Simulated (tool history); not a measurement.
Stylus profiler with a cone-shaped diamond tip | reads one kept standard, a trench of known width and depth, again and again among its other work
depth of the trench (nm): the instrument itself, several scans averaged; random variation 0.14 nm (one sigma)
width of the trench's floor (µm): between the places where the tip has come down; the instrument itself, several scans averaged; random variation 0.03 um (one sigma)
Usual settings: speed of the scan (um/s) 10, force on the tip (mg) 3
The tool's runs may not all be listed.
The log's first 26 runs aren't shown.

run,hour,speed of the scan (um/s),force on the tip (mg),scans with this tip,hours of work since the height scale was calibrated,depth of the trench (nm),width of the trench's floor (µm)
27,1640.8,3,1.96,25199,1312,499.92,15.05
28,1712.5,7,2.8,25676,1369,500.97,14.96
29,1758.4,5,6.57,25982,1406,503.42,14.96
30,1838,34,3.59,26512,1470,501.16,14.83
31,1928.7,7,3,27115,1542,500.81,14.96
32,2010.8,7,3,27662,1608,500.48,14.87
33,2082,3,3.07,28135,1665,500.24,14.84
34,2119.4,3,3.07,28385,1695,500.49,14.84
# hour 2137.2: height scale calibrated on a step standard
35,2196.5,3,3.07,28894,47,503.42,14.85
36,2288.7,35,5.54,29508,121,505.36,14.61
37,2378,35,5.54,30103,193,505.17,14.64
38,2417.8,10,8.45,30368,224,506.85,14.69
39,2502.8,10,8.45,30933,292,506.84,14.67
40,2587.3,10,8.45,31496,360,506.5,14.61
41,2639.7,9,1.09,31844,402,500.9,14.62
42,2684.1,3,6.72,32140,437,505.17,14.64
43,2764.6,5,1.44,32676,502,501,14.62

Forecast each of these 5 alternatives for the next run:
A,2819.9,6,1.03,33044,546,?,?
B,2819.9,3,1.44,33044,546,?,?
C,2819.9,30,5.71,33044,546,?,?
D,2819.9,15,5.63,33044,546,?,?
E,2819.9,2,6.34,33044,546,?,?

run,depth of the trench (nm),width of the trench's floor (µm)
A,500.72,14.58
B,500.81,14.6
C,504.22,14.5
D,504.27,14.52
E,504.73,14.62
Without the tool's hidden state the same runs would have given:
run,depth of the trench (nm),width of the trench's floor (µm)
A,502.08,16.97
B,502.18,17
C,505.59,16.9
D,505.65,16.91
E,506.1,17.02
